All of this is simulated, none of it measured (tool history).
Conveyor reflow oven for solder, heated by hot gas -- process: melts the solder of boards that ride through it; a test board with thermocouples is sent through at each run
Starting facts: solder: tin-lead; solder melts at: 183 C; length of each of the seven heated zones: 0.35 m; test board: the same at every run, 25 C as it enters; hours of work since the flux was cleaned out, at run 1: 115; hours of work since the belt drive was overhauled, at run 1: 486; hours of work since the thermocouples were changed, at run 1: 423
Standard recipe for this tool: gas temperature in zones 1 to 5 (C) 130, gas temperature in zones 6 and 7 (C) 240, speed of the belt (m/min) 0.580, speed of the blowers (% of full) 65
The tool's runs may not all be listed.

run,hour,gas temperature in zones 1 to 5 (C),gas temperature in zones 6 and 7 (C),speed of the belt (m/min),speed of the blowers (% of full),hours of work since the flux was cleaned out,hours of work since the belt drive was overhauled,hours of work since the thermocouples were changed,highest temperature of the board (C),time above the solder's melting point (s)
1,0.0,130,240,0.580,65,115,486,423,222.6,56.2
2,41.1,130,240,0.580,65,138,509,446,223.2,55.8
3,75.6,130,240,0.580,65,158,528,465,223.3,56.1
4,101.1,130,240,0.580,65,172,543,479,222.9,56.4
5,139.2,130,240,0.580,65,193,564,501,222.8,56.2
6,172.0,124,240,0.580,65,212,582,519,221.6,53.3
7,202.9,130,240,0.580,65,229,600,536,222.6,55.7
8,237.0,130,234,0.561,65,248,619,555,218.9,54.9
9,264.1,130,240,0.614,65,263,634,570,220.7,51.4
10,303.1,130,240,0.614,65,285,656,592,220.5,51.4
11,326.6,130,244,0.606,63,298,669,605,223.5,53.6
12,354.5,130,244,0.606,63,314,684,621,223.8,53.9
13,371.7,145,244,0.534,63,323,694,631,230.1,70.9

Forecast each of these 5 alternatives for the next run:
A,389.2,140,240,0.536,89,333,704,640,?,?
B,389.2,130,244,0.640,63,333,704,640,?,?
C,389.2,119,244,0.534,63,333,704,640,?,?
D,389.2,145,235,0.534,63,333,704,640,?,?
E,389.2,127,240,0.580,65,333,704,640,?,?

run,highest temperature of the board (C),time above the solder's melting point (s)
A,232.2,70.0
B,221.1,49.0
C,226.8,60.8
D,222.5,65.7
E,222.3,54.6
Without the tool's unlogged condition, the same runs would have read:
run,highest temperature of the board (C),time above the solder's melting point (s)
A,232.9,70.0
B,222.2,49.5
C,227.8,61.1
D,223.0,65.7
E,223.3,55.1
